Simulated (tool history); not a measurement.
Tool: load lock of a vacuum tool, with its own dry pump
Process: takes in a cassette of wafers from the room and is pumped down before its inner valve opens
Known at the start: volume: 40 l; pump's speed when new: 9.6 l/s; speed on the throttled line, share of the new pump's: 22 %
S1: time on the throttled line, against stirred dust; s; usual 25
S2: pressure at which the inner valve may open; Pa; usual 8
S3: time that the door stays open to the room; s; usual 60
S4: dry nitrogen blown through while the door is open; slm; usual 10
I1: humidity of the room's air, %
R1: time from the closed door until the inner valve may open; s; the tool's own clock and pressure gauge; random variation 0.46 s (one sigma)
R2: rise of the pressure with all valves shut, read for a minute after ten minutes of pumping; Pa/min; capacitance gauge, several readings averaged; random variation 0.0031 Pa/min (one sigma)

run	hour	S1	S2	S3	S4	I1	R1	R2
1	0.0	25	8	60	10	48.0	65.2	0.076
2	60.6	25	8	60	10	44.0	64.4	0.068
3	143.4	25	8	60	10	44.8	65.9	0.069
4	204.4	25	8	60	10	44.2	64.9	0.068
5	250.3	25	8	60	10	44.9	66.1	0.074
6	339.2	25	8	60	10	45.7	65.7	0.069
7	418.9	25	8	60	10	42.1	66.9	0.067
8	477.9	25	8	60	10	47.2	66.3	0.076
9	527.2	25	8	60	10	43.8	66.4	0.073
10	572.9	25	8	44	19	44.2	65.7	0.053
11	622.3	20	8	60	6	45.3	61.8	0.080
12	708.7	20	8	60	6	48.1	62.0	0.084
13	749.0	12	9	56	11	42.9	55.6	0.065
14	815.8	26	9	175	7	42.8	65.9	0.102
15	857.7	26	9	175	7	46.3	65.9	0.110
16	912.8	25	8	96	5	44.1	66.1	0.092
17	999.1	25	8	96	5	46.4	66.7	0.097

Some steps in R1 between neighbouring runs. How much of each would the tool show without its hidden state too (settings, what came in, random variation), and how much is left for the hidden state, with any gauge scatter that isn't in both results?
The hidden state here: pump's speed, % of a new pump's; leak at the door's seal, Pa l/s; drift of the gauge itself on ready_s, %; drift of the gauge itself on rise_pa_min, %.
Run 13 -> 14: S1 12 -> 26, S3 56 -> 175, S4 11 -> 7. R1 +10.3 s: hidden state -0.6, all else +10.9.
